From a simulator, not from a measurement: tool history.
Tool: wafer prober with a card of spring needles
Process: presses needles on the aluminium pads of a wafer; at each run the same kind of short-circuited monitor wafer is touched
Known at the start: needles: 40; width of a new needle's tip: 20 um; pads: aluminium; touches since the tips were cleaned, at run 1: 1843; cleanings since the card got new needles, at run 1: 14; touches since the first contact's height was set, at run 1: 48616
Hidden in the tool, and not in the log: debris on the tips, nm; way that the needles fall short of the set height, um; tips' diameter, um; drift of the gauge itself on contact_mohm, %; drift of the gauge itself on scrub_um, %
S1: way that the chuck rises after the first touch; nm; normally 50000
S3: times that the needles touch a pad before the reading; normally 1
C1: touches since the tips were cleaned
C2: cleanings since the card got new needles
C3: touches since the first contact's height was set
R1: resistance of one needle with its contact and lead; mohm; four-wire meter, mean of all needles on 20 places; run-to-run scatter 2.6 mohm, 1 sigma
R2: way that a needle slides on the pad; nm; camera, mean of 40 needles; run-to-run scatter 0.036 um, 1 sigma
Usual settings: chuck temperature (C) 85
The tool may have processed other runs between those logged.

run 1 hour=0 | S1=50000 chuck_temperature_(C)=85 S3=1 | C1=1843 C2=14 C3=48616 | R1=620 R2=6340
-- hour=6.8 tips cleaned on abrasive film
run 2 hour=8.7 | S1=50000 chuck_temperature_(C)=85 S3=1 | C1=271 C2=15 C3=49872 | R1=917 R2=6210
run 3 hour=19.3 | S1=50000 chuck_temperature_(C)=85 S3=1 | C1=1822 C2=15 C3=51423 | R1=899 R2=6180
-- hour=25.8 tips cleaned on abrasive film
run 4 hour=27.2 | S1=50000 chuck_temperature_(C)=85 S3=3 | C1=196 C2=16 C3=52561 | R1=338 R2=6190
-- hour=32.9 tips cleaned on abrasive film, once more
run 5 hour=33.7 | S1=50000 chuck_temperature_(C)=85 S3=2 | C1=119 C2=17 C3=53504 | R1=342 R2=6150
run 6 hour=40.2 | S1=50000 chuck_temperature_(C)=85 S3=2 | C1=1063 C2=17 C3=54448 | R1=447 R2=6150
-- hour=52 tips cleaned on abrasive film
run 7 hour=52 | S1=63000 chuck_temperature_(C)=85 S3=1 | C1=0 C2=18 C3=56161 | R1=316 R2=7850
run 8 hour=64 | S1=50000 chuck_temperature_(C)=103 S3=1 | C1=1752 C2=18 C3=57913 | R1=651 R2=6180
run 9 hour=70.6 | S1=50000 chuck_temperature_(C)=85 S3=2 | C1=2718 C2=18 C3=58879 | R1=575 R2=6180
-- hour=71.2 tips cleaned on abrasive film
run 10 hour=80 | S1=50000 chuck_temperature_(C)=85 S3=2 | C1=1276 C2=19 C3=60241 | R1=475 R2=6100
run 11 hour=87.6 | S1=50000 chuck_temperature_(C)=85 S3=2 | C1=2389 C2=19 C3=61354 | R1=552 R2=6130
-- hour=90.4 tips cleaned on abrasive film
run 12 hour=98.8 | S1=50000 chuck_temperature_(C)=85 S3=2 | C1=1224 C2=20 C3=62975 | R1=481 R2=6070
-- hour=109.4 tips cleaned on abrasive film
run 13 hour=109.4 | S1=50000 chuck_temperature_(C)=93 S3=2 | C1=0 C2=21 C3=64516 | R1=328 R2=6100
run 14 hour=116.4 | S1=50000 chuck_temperature_(C)=93 S3=2 | C1=1029 C2=21 C3=65545 | R1=460 R2=6150
run 15 hour=127.4 | S1=50000 chuck_temperature_(C)=111 S3=2 | C1=2628 C2=21 C3=67144 | R1=575 R2=6110
-- hour=128.7 tips cleaned on abrasive film
run 16 hour=135.7 | S1=50000 chuck_temperature_(C)=111 S3=2 | C1=1022 C2=22 C3=68347 | R1=469 R2=6130
-- hour=148 tips cleaned on abrasive film
run 17 hour=148 | S1=50000 chuck_temperature_(C)=111 S3=2 | C1=0 C2=23 C3=70138 | R1=325 R2=6040
run 18 hour=155.2 | S1=50000 chuck_temperature_(C)=114 S3=1 | C1=1049 C2=23 C3=71187 | R1=577 R2=6110
run 19 hour=162.9 | S1=37000 chuck_temperature_(C)=85 S3=2 | C1=2170 C2=23 C3=72308 | R1=778 R2=4430
-- hour=167.2 tips cleaned on abrasive film
run 20 hour=175.7 | S1=37000 chuck_temperature_(C)=67 S3=1 | C1=1244 C2=24 C3=74171 | R1=902 R2=4300
-- hour=186.6 tips cleaned on abrasive film
run 21 hour=187.9 | S1=67000 chuck_temperature_(C)=60 S3=3 | C1=177 C2=25 C3=75934 | R1=309 R2=8250
run 22 hour=195 | S1=46000 chuck_temperature_(C)=31 S3=1 | C1=1220 C2=25 C3=76977 | R1=667 R2=5550
-- hour=205.9 tips cleaned on abrasive film
run 23 hour=207 | S1=34000 chuck_temperature_(C)=91 S3=1 | C1=153 C2=26 C3=78714 | R1=541 R2=3930
run 24 hour=219 | S1=34000 chuck_temperature_(C)=91 S3=1 | C1=1908 C2=26 C3=80469 | R1=1187 R2=3930
-- hour=225.5 tips cleaned on abrasive film
run 25 hour=225.7 | S1=34000 chuck_temperature_(C)=82 S3=1 | C1=37 C2=27 C3=81441 | R1=430 R2=3990
run 26 hour=237.7 | S1=58000 chuck_temperature_(C)=27 S3=2 | C1=1795 C2=27 C3=83199 | R1=449 R2=7050
-- hour=244.5 tips cleaned on abrasive film
run 27 hour=246.7 | S1=50000 chuck_temperature_(C)=69 S3=1 | C1=321 C2=28 C3=84501 | R1=420 R2=6060
run 28 hour=255.9 | S1=42000 chuck_temperature_(C)=47 S3=1 | C1=1666 C2=28 C3=85846 | R1=852 R2=5020
-- hour=263.7 tips cleaned on abrasive film
run 29 hour=267.6 | S1=68000 chuck_temperature_(C)=53 S3=1 | C1=572 C2=29 C3=87538 | R1=402 R2=8280
-- hour=273 height of the first contact set anew
run 30 hour=279.1 | S1=61000 chuck_temperature_(C)=80 S3=1 | C1=2209 C2=29 C3=885 | R1=567 R2=7870
-- hour=283.8 tips cleaned on abrasive film
run 31 hour=285.4 | S1=61000 chuck_temperature_(C)=80 S3=1 | C1=239 C2=30 C3=1802 | R1=365 R2=7950
run 32 hour=297.4 | S1=50000 chuck_temperature_(C)=93 S3=1 | C1=1983 C2=30 C3=3546 | R1=659 R2=6510
-- hour=303.5 tips cleaned on abrasive film
run 33 hour=304.6 | S1=50000 chuck_temperature_(C)=116 S3=1 | C1=157 C2=31 C3=4584 | R1=376 R2=6490

Predict each of these 5 candidate next runs independently; none follows another, all start after run 33:
run A hour=314.9 | S1=35000 chuck_temperature_(C)=63 S3=2 | C1=1670 C2=31 C3=6097 | R1=? R2=?
run B hour=314.9 | S1=50000 chuck_temperature_(C)=85 S3=2 | C1=1670 C2=31 C3=6097 | R1=? R2=?
run C hour=314.9 | S1=54000 chuck_temperature_(C)=31 S3=1 | C1=1670 C2=31 C3=6097 | R1=? R2=?
run D hour=314.9 | S1=41000 chuck_temperature_(C)=65 S3=1 | C1=1670 C2=31 C3=6097 | R1=? R2=?
run E hour=314.9 | S1=43000 chuck_temperature_(C)=48 S3=1 | C1=1670 C2=31 C3=6097 | R1=? R2=?

run=A R1=700 R2=4500
run=B R1=505 R2=6460
run=C R1=586 R2=7000
run=D R1=787 R2=5300
run=E R1=758 R2=5540
With the hidden condition removed and each run's random variation left untouched, the same runs would have given:
run=A R1=309 R2=4530
run=B R1=308 R2=6490
run=C R1=283 R2=7030
run=D R1=303 R2=5330
run=E R1=300 R2=5570
